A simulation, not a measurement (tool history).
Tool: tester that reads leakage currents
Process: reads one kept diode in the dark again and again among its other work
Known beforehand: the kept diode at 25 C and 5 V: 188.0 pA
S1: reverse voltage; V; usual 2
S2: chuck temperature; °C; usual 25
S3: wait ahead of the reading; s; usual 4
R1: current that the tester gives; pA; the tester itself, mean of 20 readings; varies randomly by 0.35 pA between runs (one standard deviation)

run	hour	S1	S2	S3	R1
1	0	2	25	4	122.31
2	121.7	2	25	4	122.16
3	247.9	2	20	4	85.61
4	341.1	8.57	25	4	268.35
5	497.3	8.57	25	4	269.21
6	569.6	2	25	4	122.81
7	656.3	2	25	4	124.5
8	766.6	2	25	4	123.52
9	851.2	4.63	25	4	196.08
10	983	4.63	25	4	196
11	1046.9	4.63	57	4	1519.86
# hour 1058.5: chuck's temperature calibrated
12	1200.1	1.37	57	6.59	812.58
13	1271.6	1.57	24	2.9	104.98
14	1373.6	2	25	0.73	128.36
# hour 1496.7: probe card cleaned and baked
15	1507.1	8.99	34	4.14	521.62
16	1659.5	7.6	21	4.14	191.82
# hour 1725.7: chuck's temperature calibrated, once more
17	1780.4	3.64	30	1	231.72
18	1935.7	3.64	27	1.12	188.84
19	2043.4	10.02	21	6.79	210.34
20	2193.5	2	30	4	170.2
21	2293.2	13.74	35	1.54	665.62

Below are 3 alternative next runs, each starting from the tool's condition after run 21. Predict each:
A	2424	13.74	35	1.04	?
B	2424	1.26	51	6.84	?
C	2424	2	32	4	?

run	R1
A	667.74
B	523.98
C	196.8
The same runs, with their run-to-run variation unchanged, on a tool lacking any hidden condition would have given:
run	R1
A	642.19
B	507.8
C	189.81

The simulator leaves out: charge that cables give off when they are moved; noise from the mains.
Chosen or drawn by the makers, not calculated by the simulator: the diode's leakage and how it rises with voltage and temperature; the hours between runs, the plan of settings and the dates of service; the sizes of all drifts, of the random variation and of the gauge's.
